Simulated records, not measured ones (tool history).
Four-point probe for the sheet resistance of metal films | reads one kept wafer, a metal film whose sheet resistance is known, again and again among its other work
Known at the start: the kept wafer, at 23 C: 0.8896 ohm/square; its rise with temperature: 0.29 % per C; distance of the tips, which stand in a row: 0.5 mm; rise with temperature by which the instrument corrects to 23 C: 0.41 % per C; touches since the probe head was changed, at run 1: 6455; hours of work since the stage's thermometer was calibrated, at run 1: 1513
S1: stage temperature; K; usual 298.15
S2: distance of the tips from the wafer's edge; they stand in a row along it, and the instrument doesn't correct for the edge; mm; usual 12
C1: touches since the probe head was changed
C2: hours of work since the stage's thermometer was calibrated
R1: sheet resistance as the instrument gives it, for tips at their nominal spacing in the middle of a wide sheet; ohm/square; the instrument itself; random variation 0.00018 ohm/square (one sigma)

run,hour,S1,S2,C1,C2,R1
1,0,298.15,12,6455,1513,0.888012
2,35.6,298.15,12,7560,1530,0.887958
3,74.2,298.15,12,8761,1549,0.88782
4,100.3,298.15,12,9570,1562,0.88789
5,120.4,298.15,12,10195,1572,0.888305
6,142.2,298.15,12,10875,1583,0.887918
7,175.3,298.15,12,11902,1599,0.888159
8,192.5,298.15,12,12438,1608,0.888033
9,224.7,298.15,12,13437,1624,0.888254
10,261,298.15,12,14565,1642,0.888343
11,277,305.15,12,15062,1649,0.881157
12,309.9,298.15,12,16086,1666,0.888187
13,342.4,298.15,12,17094,1682,0.888426
14,374.1,295.15,12,18081,1697,0.891641
# hour 376.6: stage's thermometer calibrated
15,393.7,295.15,12,18673,8,0.892536
16,420,295.15,12,19491,21,0.892414
17,456.2,297.15,5,20615,39,0.894387
18,483.6,304.15,7,21466,53,0.884621
19,503.8,293.15,12,22096,63,0.895027
20,542.4,295.15,27,23296,82,0.892031
# hour 561.7: stage's thermometer calibrated, once more
21,574,299.15,39,24261,6,0.885731
22,600.3,295.15,8,25079,19,0.892052
23,617.1,306.15,8,25600,27,0.88003
24,636,298.15,36,26189,37,0.886905
25,652.7,292.15,7,26706,45,0.896012
26,682.1,292.15,7,27619,59,0.896233
27,704.3,298.15,21,28308,70,0.887127
28,722,298.15,31,28861,79,0.88713
29,754.8,298.15,31,29880,95,0.88725
30,786.5,298.15,31,30866,111,0.887198
31,802.2,298.15,31,31351,119,0.887179

4 ways to go on from here, each from the tool as it stands after run 31. What would each give?
A,833.7,298.15,4,32330,134,?
B,833.7,295.15,6,32330,134,?
C,833.7,307.15,5,32330,134,?
D,833.7,295.15,12,32330,134,?

run,R1
A,0.894294
B,0.893572
C,0.882332
D,0.89129
Without the tool's hidden state the same runs would have given:
run,R1
A,0.894584
B,0.89386
C,0.882622
D,0.891577
